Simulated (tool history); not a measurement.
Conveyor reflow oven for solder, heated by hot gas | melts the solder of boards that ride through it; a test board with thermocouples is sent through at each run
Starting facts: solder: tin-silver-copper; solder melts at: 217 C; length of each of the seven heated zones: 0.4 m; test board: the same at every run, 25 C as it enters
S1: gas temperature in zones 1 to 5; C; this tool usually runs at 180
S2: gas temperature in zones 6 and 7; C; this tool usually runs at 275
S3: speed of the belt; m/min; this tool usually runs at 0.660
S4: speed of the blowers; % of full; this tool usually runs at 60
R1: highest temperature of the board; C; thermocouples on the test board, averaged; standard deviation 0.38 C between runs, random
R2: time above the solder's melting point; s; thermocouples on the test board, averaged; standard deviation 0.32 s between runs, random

{"run": 1, "hour": 0.0, "S1": 180, "S2": 275, "S3": 0.66, "S4": 60, "R1": 250.7, "R2": 54.3}
{"run": 2, "hour": 32.5, "S1": 180, "S2": 275, "S3": 0.66, "S4": 60, "R1": 251.2, "R2": 54.4}
{"hour": 44.1, "done": "flux residue cleaned out of gas plates and filters"}
{"run": 3, "hour": 66.2, "S1": 180, "S2": 275, "S3": 0.66, "S4": 60, "R1": 250.6, "R2": 53.0}
{"run": 4, "hour": 95.6, "S1": 180, "S2": 275, "S3": 0.66, "S4": 60, "R1": 250.3, "R2": 53.0}
{"run": 5, "hour": 120.7, "S1": 180, "S2": 275, "S3": 0.66, "S4": 60, "R1": 249.3, "R2": 53.9}
{"run": 6, "hour": 152.7, "S1": 180, "S2": 275, "S3": 0.553, "S4": 60, "R1": 256.5, "R2": 69.8}
{"hour": 164.1, "done": "flux residue cleaned out of gas plates and filters, once more"}
{"run": 7, "hour": 181.2, "S1": 180, "S2": 275, "S3": 0.553, "S4": 60, "R1": 261.4, "R2": 74.3}
{"run": 8, "hour": 203.2, "S1": 180, "S2": 273, "S3": 0.66, "S4": 60, "R1": 253.9, "R2": 57.6}
{"run": 9, "hour": 222.4, "S1": 180, "S2": 275, "S3": 0.66, "S4": 60, "R1": 256.2, "R2": 58.4}
{"run": 10, "hour": 248.1, "S1": 191, "S2": 275, "S3": 0.66, "S4": 60, "R1": 258.1, "R2": 64.3}
{"run": 11, "hour": 264.8, "S1": 191, "S2": 275, "S3": 0.66, "S4": 60, "R1": 257.8, "R2": 63.8}
{"run": 12, "hour": 292.1, "S1": 191, "S2": 275, "S3": 0.66, "S4": 60, "R1": 257.9, "R2": 63.9}
{"run": 13, "hour": 323.5, "S1": 191, "S2": 275, "S3": 0.66, "S4": 60, "R1": 258.5, "R2": 63.9}
{"run": 14, "hour": 344.1, "S1": 191, "S2": 275, "S3": 0.66, "S4": 60, "R1": 257.0, "R2": 64.0}
{"run": 15, "hour": 367.9, "S1": 191, "S2": 275, "S3": 0.66, "S4": 60, "R1": 257.7, "R2": 63.4}
{"run": 16, "hour": 385.3, "S1": 191, "S2": 275, "S3": 0.66, "S4": 60, "R1": 257.7, "R2": 64.0}
{"run": 17, "hour": 404.3, "S1": 191, "S2": 275, "S3": 0.66, "S4": 60, "R1": 257.8, "R2": 63.2}
{"run": 18, "hour": 435.3, "S1": 172, "S2": 275, "S3": 0.66, "S4": 60, "R1": 253.8, "R2": 53.8}
{"run": 19, "hour": 452.8, "S1": 180, "S2": 268, "S3": 0.66, "S4": 60, "R1": 249.4, "R2": 52.8}
{"run": 20, "hour": 480.8, "S1": 170, "S2": 284, "S3": 0.66, "S4": 60, "R1": 259.5, "R2": 56.9}
{"run": 21, "hour": 498.8, "S1": 172, "S2": 288, "S3": 0.632, "S4": 57, "R1": 264.7, "R2": 63.2}
{"run": 22, "hour": 530.5, "S1": 172, "S2": 280, "S3": 0.632, "S4": 57, "R1": 257.7, "R2": 58.8}
{"run": 23, "hour": 554.6, "S1": 187, "S2": 265, "S3": 0.765, "S4": 64, "R1": 244.1, "R2": 43.8}
{"run": 24, "hour": 577.0, "S1": 187, "S2": 265, "S3": 0.765, "S4": 64, "R1": 244.8, "R2": 43.7}
{"run": 25, "hour": 607.9, "S1": 187, "S2": 265, "S3": 0.765, "S4": 64, "R1": 244.0, "R2": 43.6}
{"run": 26, "hour": 621.4, "S1": 187, "S2": 265, "S3": 0.765, "S4": 64, "R1": 243.6, "R2": 43.2}
{"run": 27, "hour": 638.6, "S1": 192, "S2": 275, "S3": 0.66, "S4": 60, "R1": 257.4, "R2": 63.6}
{"run": 28, "hour": 657.1, "S1": 192, "S2": 275, "S3": 0.66, "S4": 60, "R1": 256.4, "R2": 62.9}
{"run": 29, "hour": 680.4, "S1": 192, "S2": 275, "S3": 0.657, "S4": 80, "R1": 262.1, "R2": 67.4}
{"run": 30, "hour": 706.4, "S1": 169, "S2": 275, "S3": 0.704, "S4": 85, "R1": 256.8, "R2": 52.2}

3 ways to go on from here, each from the tool as it stands after run 30. What would each give?
{"run": "A", "hour": 729.9, "S1": 180, "S2": 282, "S3": 0.66, "S4": 68, "R1": "?", "R2": "?"}
{"run": "B", "hour": 729.9, "S1": 190, "S2": 266, "S3": 0.704, "S4": 85, "R1": "?", "R2": "?"}
{"run": "C", "hour": 729.9, "S1": 169, "S2": 275, "S3": 0.622, "S4": 85, "R1": "?", "R2": "?"}

run=A R1=262.4 R2=61.7
run=B R1=253.4 R2=57.9
run=C R1=260.0 R2=62.8
Without the tool's unlogged condition, the same runs would have read:
run=A R1=265.1 R2=62.9
run=B R1=255.7 R2=59.4
run=C R1=262.7 R2=64.4
